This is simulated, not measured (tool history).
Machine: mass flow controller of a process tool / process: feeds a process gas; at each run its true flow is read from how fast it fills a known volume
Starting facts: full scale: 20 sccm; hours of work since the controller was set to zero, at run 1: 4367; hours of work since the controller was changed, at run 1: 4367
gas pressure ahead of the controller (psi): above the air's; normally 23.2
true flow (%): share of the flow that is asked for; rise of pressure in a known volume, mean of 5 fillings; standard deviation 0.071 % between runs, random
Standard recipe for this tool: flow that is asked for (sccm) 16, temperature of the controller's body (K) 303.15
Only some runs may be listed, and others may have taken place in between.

run,hour,flow that is asked for (sccm),gas pressure ahead of the controller (psi),temperature of the controller's body (K),hours of work since the controller was set to zero,hours of work since the controller was changed,true flow (%)
1,0.0,16,23.2,303.15,4367,4367,103.97
2,352.3,16,23.2,303.15,4489,4489,103.94
3,539.5,16,23.2,303.15,4554,4554,103.90
4,743.0,16,23.2,303.15,4624,4624,103.96
5,1100.9,16,23.2,303.15,4748,4748,104.22
6,1276.7,16,22.5,303.15,4809,4809,104.14
7,1497.2,16,22.5,312.15,4885,4885,104.46
8,1678.4,16,22.5,312.15,4948,4948,104.66
9,1947.1,16,22.5,312.15,5041,5041,104.64
10,2279.8,16,22.5,312.15,5157,5157,104.74
11,2571.5,15,23.2,303.15,5258,5258,104.64
12,2775.3,15,23.2,303.15,5328,5328,104.75
# hour 3101.2: controller exchanged for a calibrated one
13,3130.4,16,23.2,294.15,10,10,99.76
14,3405.9,16,23.2,303.15,106,106,100.12
15,3764.5,16,23.2,303.15,230,230,100.16
16,4120.9,16,30.2,312.15,353,353,100.59
# hour 4157.6: controller's zero set anew
17,4295.3,16,35.8,295.15,48,414,100.40

Run 18 is up next; what results do you expect?
18,4523.1,16,35.8,295.15,127,492,?

Run 18 yielded true flow (%) 100.34.
Without the tool's hidden state the same run would have given true flow (%) 99.87.

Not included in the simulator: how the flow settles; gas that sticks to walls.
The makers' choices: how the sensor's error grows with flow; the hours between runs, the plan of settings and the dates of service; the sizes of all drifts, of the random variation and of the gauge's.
